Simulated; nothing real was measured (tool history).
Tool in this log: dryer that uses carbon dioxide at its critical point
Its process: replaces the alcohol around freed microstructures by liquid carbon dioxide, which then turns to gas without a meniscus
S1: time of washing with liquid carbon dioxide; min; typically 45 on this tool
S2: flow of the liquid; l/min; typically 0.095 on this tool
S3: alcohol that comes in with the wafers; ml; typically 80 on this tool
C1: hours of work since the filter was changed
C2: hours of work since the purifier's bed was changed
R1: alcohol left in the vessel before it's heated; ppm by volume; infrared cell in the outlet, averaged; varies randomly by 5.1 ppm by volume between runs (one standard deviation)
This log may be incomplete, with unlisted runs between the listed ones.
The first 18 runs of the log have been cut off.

{"run": 19, "hour": 269.5, "S1": 45, "S2": 0.0657, "S3": 80, "C1": 17, "C2": 297, "R1": 697}
{"run": 20, "hour": 286.5, "S1": 45, "S2": 0.1006, "S3": 35, "C1": 22, "C2": 303, "R1": 43}
{"run": 21, "hour": 297.5, "S1": 59, "S2": 0.1593, "S3": 33, "C1": 26, "C2": 306, "R1": 23}
{"run": 22, "hour": 309.7, "S1": 59, "S2": 0.1593, "S3": 33, "C1": 29, "C2": 310, "R1": 12}
{"run": 23, "hour": 326.5, "S1": 59, "S2": 0.1593, "S3": 33, "C1": 34, "C2": 315, "R1": 27}
{"run": 24, "hour": 338.4, "S1": 59, "S2": 0.144, "S3": 33, "C1": 38, "C2": 318, "R1": 26}
{"run": 25, "hour": 348.4, "S1": 32, "S2": 0.095, "S3": 80, "C1": 41, "C2": 321, "R1": 647}
{"run": 26, "hour": 365.8, "S1": 35, "S2": 0.1368, "S3": 80, "C1": 46, "C2": 326, "R1": 42}
{"run": 27, "hour": 381.7, "S1": 35, "S2": 0.1368, "S3": 80, "C1": 51, "C2": 331, "R1": 56}
{"run": 28, "hour": 398.9, "S1": 35, "S2": 0.1368, "S3": 80, "C1": 56, "C2": 336, "R1": 49}
{"run": 29, "hour": 414.0, "S1": 35, "S2": 0.1368, "S3": 80, "C1": 61, "C2": 341, "R1": 62}
{"run": 30, "hour": 427.6, "S1": 56, "S2": 0.1565, "S3": 78, "C1": 65, "C2": 345, "R1": 21}
{"run": 31, "hour": 442.5, "S1": 56, "S2": 0.1565, "S3": 78, "C1": 69, "C2": 349, "R1": 24}
{"run": 32, "hour": 456.0, "S1": 56, "S2": 0.1158, "S3": 78, "C1": 73, "C2": 354, "R1": 22}
{"run": 33, "hour": 465.5, "S1": 56, "S2": 0.1158, "S3": 78, "C1": 76, "C2": 356, "R1": 23}
{"run": 34, "hour": 475.9, "S1": 35, "S2": 0.1243, "S3": 49, "C1": 79, "C2": 360, "R1": 70}
{"run": 35, "hour": 490.6, "S1": 43, "S2": 0.094, "S3": 44, "C1": 84, "C2": 364, "R1": 91}
{"run": 36, "hour": 506.8, "S1": 43, "S2": 0.094, "S3": 44, "C1": 89, "C2": 369, "R1": 98}
{"run": 37, "hour": 517.2, "S1": 39, "S2": 0.094, "S3": 44, "C1": 92, "C2": 372, "R1": 146}

What if the next run were any one of these 4? Each begins from the tool's condition after run 37:
{"run": "A", "hour": 533.5, "S1": 46, "S2": 0.1224, "S3": 111, "C1": 97, "C2": 377, "R1": "?"}
{"run": "B", "hour": 533.5, "S1": 33, "S2": 0.095, "S3": 71, "C1": 97, "C2": 377, "R1": "?"}
{"run": "C", "hour": 533.5, "S1": 45, "S2": 0.1317, "S3": 80, "C1": 97, "C2": 377, "R1": "?"}
{"run": "D", "hour": 533.5, "S1": 30, "S2": 0.094, "S3": 44, "C1": 97, "C2": 377, "R1": "?"}

run=A R1=36
run=B R1=542
run=C R1=25
run=D R1=591
Had the tool no hidden state, the same runs would have come out as:
run=A R1=12
run=B R1=415
run=C R1=3
run=D R1=464

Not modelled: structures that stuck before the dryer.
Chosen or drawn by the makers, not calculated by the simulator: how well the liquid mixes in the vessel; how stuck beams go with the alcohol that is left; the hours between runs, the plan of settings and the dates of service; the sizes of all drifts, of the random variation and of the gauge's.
